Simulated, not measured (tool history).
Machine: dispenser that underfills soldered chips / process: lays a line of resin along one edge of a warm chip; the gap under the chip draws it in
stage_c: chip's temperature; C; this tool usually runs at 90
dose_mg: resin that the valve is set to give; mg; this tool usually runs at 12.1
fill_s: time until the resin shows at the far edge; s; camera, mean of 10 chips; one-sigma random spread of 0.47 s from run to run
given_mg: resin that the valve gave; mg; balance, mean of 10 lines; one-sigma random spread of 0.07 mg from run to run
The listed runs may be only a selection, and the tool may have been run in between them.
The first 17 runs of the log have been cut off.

| run | hour | stage_c | dose_mg | fill_s | given_mg |
|---|---|---|---|---|---|
|  | 208.7 | new syringe of resin |
| 18 | 211.4 | 81 | 10.9 | 57.8 | 10.67 |
| 19 | 218.7 | 81 | 10.9 | 88.2 | 10.57 |
|  | 221.1 | new syringe of resin |
| 20 | 225.2 | 81 | 10.9 | 63.3 | 10.64 |
|  | 232.4 | new syringe of resin |
| 21 | 239.2 | 89 | 12.1 | 56.7 | 11.59 |
|  | 244 | new syringe of resin |
| 22 | 253.2 | 89 | 12.1 | 66.6 | 11.53 |
|  | 255.5 | new syringe of resin |
|  | 259 | dispensing valve cleaned and set on the balance |
| 23 | 261.4 | 89 | 12.1 | 50.6 | 12.06 |
|  | 268.7 | new syringe of resin |
| 24 | 272 | 99 | 13.8 | 33.8 | 13.67 |
|  | 280.6 | new syringe of resin |
| 25 | 282.4 | 104 | 15.3 | 26.3 | 15.1 |
|  | 291.6 | new syringe of resin |
| 26 | 292.9 | 76 | 14.2 | 61.6 | 13.94 |
|  | 303.3 | new syringe of resin |
| 27 | 303.6 | 76 | 14.2 | 57.7 | 13.89 |
|  | 315.4 | new syringe of resin |
| 28 | 315.9 | 76 | 14.2 | 60.6 | 13.72 |
|  | 326.5 | new syringe of resin |
| 29 | 326.5 | 83 | 14.2 | 45.9 | 13.62 |
|  | 338.5 | new syringe of resin |
| 30 | 339.6 | 104 | 14.8 | 26 | 14.1 |
|  | 349.7 | new syringe of resin |
| 31 | 349.7 | 100 | 10.9 | 28 | 10.23 |
|  | 353.9 | dispensing valve cleaned and set on the balance |
| 32 | 357.3 | 100 | 10.9 | 41.4 | 10.85 |
|  | 361.8 | new syringe of resin |
| 33 | 368.7 | 88 | 14.8 | 58.3 | 14.7 |

5 ways to go on from here, each from the tool as it stands after run 33. What would each give?
|  | 373.4 | new syringe of resin |
| A | 378.6 | 104 | 10.3 | ? | ? |
|  | 373.4 | new syringe of resin |
| B | 378.6 | 90 | 10.7 | ? | ? |
|  | 373.4 | new syringe of resin |
| C | 378.6 | 75 | 11.7 | ? | ? |
|  | 373.4 | new syringe of resin |
| D | 378.6 | 103 | 12.1 | ? | ? |
|  | 373.4 | new syringe of resin |
| E | 378.6 | 88 | 13.4 | ? | ? |

| run | fill_s | given_mg |
|---|---|---|
| A | 34.5 | 10.21 |
| B | 51.2 | 10.5 |
| C | 80.8 | 11.47 |
| D | 34.9 | 11.99 |
| E | 54 | 13.21 |
Without the tool's unlogged condition, the same runs would have read:
| run | fill_s | given_mg |
|---|---|---|
| A | 24.5 | 10.35 |
| B | 36.1 | 10.65 |
| C | 57.1 | 11.63 |
| D | 24.9 | 12.16 |
| E | 38.2 | 13.39 |

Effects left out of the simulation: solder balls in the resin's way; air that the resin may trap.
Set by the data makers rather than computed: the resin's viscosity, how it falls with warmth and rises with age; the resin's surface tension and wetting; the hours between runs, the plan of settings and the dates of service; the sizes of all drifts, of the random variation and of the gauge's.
